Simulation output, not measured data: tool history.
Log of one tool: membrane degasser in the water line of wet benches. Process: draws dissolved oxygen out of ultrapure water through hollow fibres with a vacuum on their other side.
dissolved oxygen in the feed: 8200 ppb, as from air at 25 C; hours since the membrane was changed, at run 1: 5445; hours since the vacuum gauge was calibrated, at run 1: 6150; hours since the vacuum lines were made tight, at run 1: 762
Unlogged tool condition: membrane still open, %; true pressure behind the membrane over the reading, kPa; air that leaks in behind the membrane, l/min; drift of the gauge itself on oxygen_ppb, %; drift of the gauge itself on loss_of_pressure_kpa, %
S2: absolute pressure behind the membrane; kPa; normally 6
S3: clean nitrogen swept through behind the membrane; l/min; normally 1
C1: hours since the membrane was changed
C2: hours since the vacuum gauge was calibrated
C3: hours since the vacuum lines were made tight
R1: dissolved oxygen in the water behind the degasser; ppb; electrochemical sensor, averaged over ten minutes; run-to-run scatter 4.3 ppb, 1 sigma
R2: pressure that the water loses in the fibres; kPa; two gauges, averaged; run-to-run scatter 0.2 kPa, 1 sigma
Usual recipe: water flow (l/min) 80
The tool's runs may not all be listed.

run 1 hour=0 | water_flow_(l/min)=80 S2=6 S3=1 | C1=5445 C2=6150 C3=762 | R1=534.1 R2=44.27
run 2 hour=230.7 | water_flow_(l/min)=80 S2=6 S3=0.47 | C1=5676 C2=6381 C3=993 | R1=777.8 R2=44.96
run 3 hour=379.1 | water_flow_(l/min)=80 S2=6 S3=0.47 | C1=5824 C2=6529 C3=1141 | R1=770.2 R2=44.92
run 4 hour=690.2 | water_flow_(l/min)=80 S2=6 S3=1.7 | C1=6135 C2=6840 C3=1452 | R1=394.4 R2=44.87
run 5 hour=857.4 | water_flow_(l/min)=80 S2=6 S3=1.7 | C1=6303 C2=7008 C3=1619 | R1=402.4 R2=45.16
run 6 hour=1150.8 | water_flow_(l/min)=80 S2=6 S3=1.7 | C1=6596 C2=7301 C3=1913 | R1=405.2 R2=44.87
run 7 hour=1298.5 | water_flow_(l/min)=80 S2=6 S3=1.7 | C1=6744 C2=7449 C3=2060 | R1=402.8 R2=44.96
run 8 hour=1593.6 | water_flow_(l/min)=84 S2=4.72 S3=0.7 | C1=7039 C2=7744 C3=2355 | R1=494 R2=47.5
run 9 hour=1861.3 | water_flow_(l/min)=84 S2=9.2 S3=0.7 | C1=7307 C2=8012 C3=2623 | R1=1173 R2=47.39
run 10 hour=1999.1 | water_flow_(l/min)=84 S2=5.89 S3=0.57 | C1=7444 C2=8149 C3=2761 | R1=757.5 R2=47.59
run 11 hour=2150.1 | water_flow_(l/min)=84 S2=5.89 S3=0.57 | C1=7595 C2=8300 C3=2912 | R1=749.3 R2=47.36
run 12 hour=2413 | water_flow_(l/min)=87 S2=6.01 S3=2.61 | C1=7858 C2=8563 C3=3175 | R1=372.6 R2=49.42
-- hour=2456.5 vacuum gauge calibrated
-- hour=2534.4 seals of the vacuum lines changed
run 13 hour=2670.3 | water_flow_(l/min)=107 S2=9.99 S3=1.79 | C1=8113 C2=212 C3=136 | R1=853.2 R2=60.89

Here are 5 independent what-if runs from the current tool condition. What would each one return?
run A hour=2942.8 | water_flow_(l/min)=107 S2=4.63 S3=0.98 | C1=8386 C2=484 C3=408 | R1=? R2=?
run B hour=2942.8 | water_flow_(l/min)=80 S2=11.57 S3=1.5 | C1=8386 C2=484 C3=408 | R1=? R2=?
run C hour=2942.8 | water_flow_(l/min)=82 S2=6.71 S3=1.12 | C1=8386 C2=484 C3=408 | R1=? R2=?
run D hour=2942.8 | water_flow_(l/min)=95 S2=9.99 S3=1.79 | C1=8386 C2=484 C3=408 | R1=? R2=?
run E hour=2942.8 | water_flow_(l/min)=93 S2=12.13 S3=0.43 | C1=8386 C2=484 C3=408 | R1=? R2=?

run=A R1=437.9 R2=61.07
run=B R1=869.4 R2=46.07
run=C R1=528.6 R2=46.9
run=D R1=770.5 R2=54.22
run=E R1=1921.8 R2=53.46
The same runs, with their run-to-run variation unchanged, on a tool lacking any hidden condition would have given:
run=A R1=384.4 R2=56.83
run=B R1=843 R2=42.88
run=C R1=497.8 R2=43.65
run=D R1=733 R2=50.46
run=E R1=1893 R2=49.75
